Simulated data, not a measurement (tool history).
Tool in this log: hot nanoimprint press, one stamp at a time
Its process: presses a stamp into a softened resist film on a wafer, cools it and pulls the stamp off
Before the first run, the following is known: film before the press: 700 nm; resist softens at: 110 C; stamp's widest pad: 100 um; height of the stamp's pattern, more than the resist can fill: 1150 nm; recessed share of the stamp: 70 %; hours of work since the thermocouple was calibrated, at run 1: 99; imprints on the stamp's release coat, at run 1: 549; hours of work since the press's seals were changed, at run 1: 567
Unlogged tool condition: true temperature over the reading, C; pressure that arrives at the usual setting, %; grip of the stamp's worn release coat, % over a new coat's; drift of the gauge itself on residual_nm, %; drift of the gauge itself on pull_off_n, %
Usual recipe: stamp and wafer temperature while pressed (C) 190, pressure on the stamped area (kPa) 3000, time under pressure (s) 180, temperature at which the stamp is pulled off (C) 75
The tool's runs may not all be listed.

run,hour,stamp and wafer temperature while pressed (C),pressure on the stamped area (kPa),time under pressure (s),temperature at which the stamp is pulled off (C),hours of work since the thermocouple was calibrated,imprints on the stamp's release coat,hours of work since the press's seals were changed,resist left under the stamp's widest pad (angstrom),greatest force while the stamp is pulled off (N)
1,0,190,3000,180,75,99,549,567,2815,219
2,38.3,185,3000,180,75,117,683,585,3585,224
# hour 65.8: stamp cleaned and given a new release coat
3,69.4,190,3000,254,75,129,12,596,2407,191
4,105.3,190,3000,254,75,145,137,613,2405,193
5,150.6,190,3000,254,75,167,295,634,2399,201
6,189.8,190,3000,180,75,185,432,653,2797,209
7,211.6,190,3000,180,75,195,509,663,2792,209
8,238.9,190,3000,180,75,208,604,676,2803,220
9,279.3,190,3000,180,75,227,745,695,2764,227
# hour 289.1: stamp cleaned and given a new release coat
10,330.2,190,3000,180,77,248,143,716,2764,180
11,371.3,190,3000,180,77,268,287,735,2733,191
12,391.8,200,3000,180,75,277,358,745,1677,208
13,422.3,190,3000,180,75,292,465,759,2705,212
14,457,190,3000,127,75,308,586,776,3145,216
15,476.1,190,2350,127,75,317,652,784,3460,224
16,499.9,190,2350,127,72,328,736,796,3465,248
# hour 511.1: stamp cleaned and given a new release coat
17,552.7,186,1950,160,76,350,145,818,4004,187
18,592.1,191,3000,134,75,368,282,836,2915,204
19,634.6,196,3990,136,74,388,431,856,2010,210
20,664.9,196,3170,103,74,403,536,870,2494,216
21,689.7,196,3170,103,74,414,623,882,2513,227
22,724.4,190,3000,180,75,431,744,898,2669,219
# hour 733.5: stamp cleaned and given a new release coat
23,769.3,190,3000,180,75,449,125,917,2646,187
24,806,190,3000,180,75,466,253,934,2648,192
25,825.7,178,3000,147,75,475,322,943,4901,195
26,859,190,2750,180,83,491,438,959,2767,160
27,899.7,195,3530,106,76,510,580,978,2442,210
28,938.6,180,2030,317,81,528,716,996,4012,183
# hour 954.9: stamp cleaned and given a new release coat
29,971.3,190,3000,186,65,541,57,1009,2601,238
30,1016.4,190,3350,150,83,562,214,1030,2712,151

Selected run-to-run steps in resist left under the stamp's widest pad (angstrom), each split into two signed amounts: the part the tool would show with no hidden state at all (from settings, incoming material and random variation), and the remainder, which goes to the hidden state together with any gauge scatter not common to the measured and the hidden-state-free results:
Run 24 -> 25: stamp and wafer temperature while pressed (C) 190 -> 178, time under pressure (s) 180 -> 147. resist left under the stamp's widest pad (angstrom) +2253: hidden state -69, all else +2322.
Run 25 -> 26: stamp and wafer temperature while pressed (C) 178 -> 190, pressure on the stamped area (kPa) 3000 -> 2750, time under pressure (s) 147 -> 180, temperature at which the stamp is pulled off (C) 75 -> 83. resist left under the stamp's widest pad (angstrom) -2134: hidden state +48, all else -2182.
Run 27 -> 28: stamp and wafer temperature while pressed (C) 195 -> 180, pressure on the stamped area (kPa) 3530 -> 2030, time under pressure (s) 106 -> 317, temperature at which the stamp is pulled off (C) 76 -> 81. resist left under the stamp's widest pad (angstrom) +1570: hidden state -146, all else +1716.
Run 28 -> 29: stamp and wafer temperature while pressed (C) 180 -> 190, pressure on the stamped area (kPa) 2030 -> 3000, time under pressure (s) 317 -> 186, temperature at which the stamp is pulled off (C) 81 -> 65, stamp cleaned and given a new release coat. resist left under the stamp's widest pad (angstrom) -1411: hidden state +100, all else -1511.
